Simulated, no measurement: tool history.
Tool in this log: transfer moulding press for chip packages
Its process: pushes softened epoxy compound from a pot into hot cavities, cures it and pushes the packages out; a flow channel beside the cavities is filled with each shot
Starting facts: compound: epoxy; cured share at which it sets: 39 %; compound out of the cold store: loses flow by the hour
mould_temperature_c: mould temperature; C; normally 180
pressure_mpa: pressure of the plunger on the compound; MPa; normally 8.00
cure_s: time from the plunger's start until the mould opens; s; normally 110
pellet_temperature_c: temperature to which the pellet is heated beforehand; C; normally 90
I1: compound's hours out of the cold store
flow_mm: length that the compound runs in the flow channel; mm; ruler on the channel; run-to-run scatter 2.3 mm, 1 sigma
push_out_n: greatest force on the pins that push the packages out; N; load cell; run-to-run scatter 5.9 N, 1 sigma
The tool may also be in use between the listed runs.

{"run": 1, "day": 0.0, "mould_temperature_c": 180, "pressure_mpa": 8.0, "cure_s": 110, "pellet_temperature_c": 90, "I1": 46.0, "flow_mm": 540, "push_out_n": 433}
{"day": 0.379, "done": "cavities cleaned with cleaning compound and waxed"}
{"run": 2, "day": 0.45, "mould_temperature_c": 173, "pressure_mpa": 8.0, "cure_s": 110, "pellet_temperature_c": 90, "I1": 22.1, "flow_mm": 584, "push_out_n": 751}
{"run": 3, "day": 0.646, "mould_temperature_c": 180, "pressure_mpa": 8.0, "cure_s": 110, "pellet_temperature_c": 90, "I1": 30.8, "flow_mm": 567, "push_out_n": 504}
{"run": 4, "day": 0.808, "mould_temperature_c": 180, "pressure_mpa": 8.0, "cure_s": 110, "pellet_temperature_c": 90, "I1": 38.6, "flow_mm": 548, "push_out_n": 504}
{"run": 5, "day": 1.208, "mould_temperature_c": 180, "pressure_mpa": 8.0, "cure_s": 110, "pellet_temperature_c": 90, "I1": 35.2, "flow_mm": 556, "push_out_n": 480}
{"run": 6, "day": 1.542, "mould_temperature_c": 180, "pressure_mpa": 8.0, "cure_s": 110, "pellet_temperature_c": 90, "I1": 36.2, "flow_mm": 553, "push_out_n": 499}
{"run": 7, "day": 1.9, "mould_temperature_c": 180, "pressure_mpa": 8.0, "cure_s": 110, "pellet_temperature_c": 96, "I1": 13.5, "flow_mm": 588, "push_out_n": 483}
{"day": 2.183, "done": "cavities cleaned with cleaning compound and waxed, once more"}
{"run": 8, "day": 2.333, "mould_temperature_c": 180, "pressure_mpa": 8.0, "cure_s": 110, "pellet_temperature_c": 96, "I1": 43.8, "flow_mm": 545, "push_out_n": 223}
{"run": 9, "day": 2.65, "mould_temperature_c": 180, "pressure_mpa": 8.0, "cure_s": 110, "pellet_temperature_c": 96, "I1": 34.9, "flow_mm": 553, "push_out_n": 262}
{"run": 10, "day": 2.838, "mould_temperature_c": 180, "pressure_mpa": 8.0, "cure_s": 110, "pellet_temperature_c": 96, "I1": 9.4, "flow_mm": 585, "push_out_n": 262}
{"run": 11, "day": 3.046, "mould_temperature_c": 180, "pressure_mpa": 8.0, "cure_s": 110, "pellet_temperature_c": 96, "I1": 11.9, "flow_mm": 583, "push_out_n": 292}
{"run": 12, "day": 3.267, "mould_temperature_c": 180, "pressure_mpa": 8.0, "cure_s": 110, "pellet_temperature_c": 96, "I1": 12.2, "flow_mm": 583, "push_out_n": 291}
{"run": 13, "day": 3.612, "mould_temperature_c": 180, "pressure_mpa": 8.0, "cure_s": 110, "pellet_temperature_c": 90, "I1": 18.3, "flow_mm": 569, "push_out_n": 314}
{"run": 14, "day": 3.783, "mould_temperature_c": 180, "pressure_mpa": 8.0, "cure_s": 110, "pellet_temperature_c": 90, "I1": 40.0, "flow_mm": 543, "push_out_n": 318}
{"run": 15, "day": 4.125, "mould_temperature_c": 180, "pressure_mpa": 8.0, "cure_s": 110, "pellet_temperature_c": 90, "I1": 38.2, "flow_mm": 548, "push_out_n": 336}
{"run": 16, "day": 4.433, "mould_temperature_c": 180, "pressure_mpa": 8.0, "cure_s": 110, "pellet_temperature_c": 90, "I1": 14.3, "flow_mm": 580, "push_out_n": 344}
{"run": 17, "day": 4.742, "mould_temperature_c": 180, "pressure_mpa": 8.79, "cure_s": 110, "pellet_temperature_c": 98, "I1": 44.4, "flow_mm": 562, "push_out_n": 366}
{"run": 18, "day": 5.0, "mould_temperature_c": 180, "pressure_mpa": 9.07, "cure_s": 110, "pellet_temperature_c": 81, "I1": 19.3, "flow_mm": 610, "push_out_n": 366}
{"run": 19, "day": 5.388, "mould_temperature_c": 180, "pressure_mpa": 9.07, "cure_s": 110, "pellet_temperature_c": 81, "I1": 28.3, "flow_mm": 593, "push_out_n": 383}
{"run": 20, "day": 5.683, "mould_temperature_c": 180, "pressure_mpa": 9.07, "cure_s": 110, "pellet_temperature_c": 81, "I1": 13.8, "flow_mm": 615, "push_out_n": 391}
{"run": 21, "day": 6.008, "mould_temperature_c": 180, "pressure_mpa": 7.72, "cure_s": 110, "pellet_temperature_c": 99, "I1": 24.2, "flow_mm": 554, "push_out_n": 387}
{"run": 22, "day": 6.171, "mould_temperature_c": 180, "pressure_mpa": 7.72, "cure_s": 110, "pellet_temperature_c": 99, "I1": 38.1, "flow_mm": 533, "push_out_n": 384}
{"run": 23, "day": 6.396, "mould_temperature_c": 180, "pressure_mpa": 8.0, "cure_s": 108, "pellet_temperature_c": 90, "I1": 41.5, "flow_mm": 536, "push_out_n": 407}
{"run": 24, "day": 6.775, "mould_temperature_c": 184, "pressure_mpa": 8.0, "cure_s": 140, "pellet_temperature_c": 90, "I1": 38.2, "flow_mm": 538, "push_out_n": 354}
{"run": 25, "day": 7.062, "mould_temperature_c": 181, "pressure_mpa": 9.54, "cure_s": 141, "pellet_temperature_c": 84, "I1": 9.8, "flow_mm": 637, "push_out_n": 343}
{"run": 26, "day": 7.35, "mould_temperature_c": 180, "pressure_mpa": 7.52, "cure_s": 117, "pellet_temperature_c": 90, "I1": 14.1, "flow_mm": 560, "push_out_n": 398}
{"day": 7.454, "done": "cavities cleaned with cleaning compound and waxed"}
{"run": 27, "day": 7.692, "mould_temperature_c": 180, "pressure_mpa": 7.52, "cure_s": 117, "pellet_temperature_c": 90, "I1": 15.9, "flow_mm": 561, "push_out_n": 230}
{"run": 28, "day": 8.008, "mould_temperature_c": 183, "pressure_mpa": 9.56, "cure_s": 150, "pellet_temperature_c": 81, "I1": 18.4, "flow_mm": 615, "push_out_n": 218}
{"run": 29, "day": 8.225, "mould_temperature_c": 183, "pressure_mpa": 9.56, "cure_s": 150, "pellet_temperature_c": 81, "I1": 47.1, "flow_mm": 574, "push_out_n": 222}

Here are 4 independent what-if runs from the current tool condition. What would each one return?
{"run": "A", "day": 8.462, "mould_temperature_c": 180, "pressure_mpa": 7.84, "cure_s": 135, "pellet_temperature_c": 90, "I1": 43.9, "flow_mm": "?", "push_out_n": "?"}
{"run": "B", "day": 8.462, "mould_temperature_c": 183, "pressure_mpa": 9.56, "cure_s": 97, "pellet_temperature_c": 81, "I1": 24.8, "flow_mm": "?", "push_out_n": "?"}
{"run": "C", "day": 8.462, "mould_temperature_c": 183, "pressure_mpa": 9.69, "cure_s": 150, "pellet_temperature_c": 96, "I1": 42.8, "flow_mm": "?", "push_out_n": "?"}
{"run": "D", "day": 8.462, "mould_temperature_c": 183, "pressure_mpa": 8.63, "cure_s": 150, "pellet_temperature_c": 81, "I1": 45.4, "flow_mm": "?", "push_out_n": "?"}

run=A flow_mm=534 push_out_n=256
run=B flow_mm=603 push_out_n=284
run=C flow_mm=583 push_out_n=248
run=D flow_mm=550 push_out_n=246
What these runs would have given with no unlogged condition in the tool:
run=A flow_mm=563 push_out_n=196
run=B flow_mm=636 push_out_n=218
run=C flow_mm=615 push_out_n=189
run=D flow_mm=580 push_out_n=188

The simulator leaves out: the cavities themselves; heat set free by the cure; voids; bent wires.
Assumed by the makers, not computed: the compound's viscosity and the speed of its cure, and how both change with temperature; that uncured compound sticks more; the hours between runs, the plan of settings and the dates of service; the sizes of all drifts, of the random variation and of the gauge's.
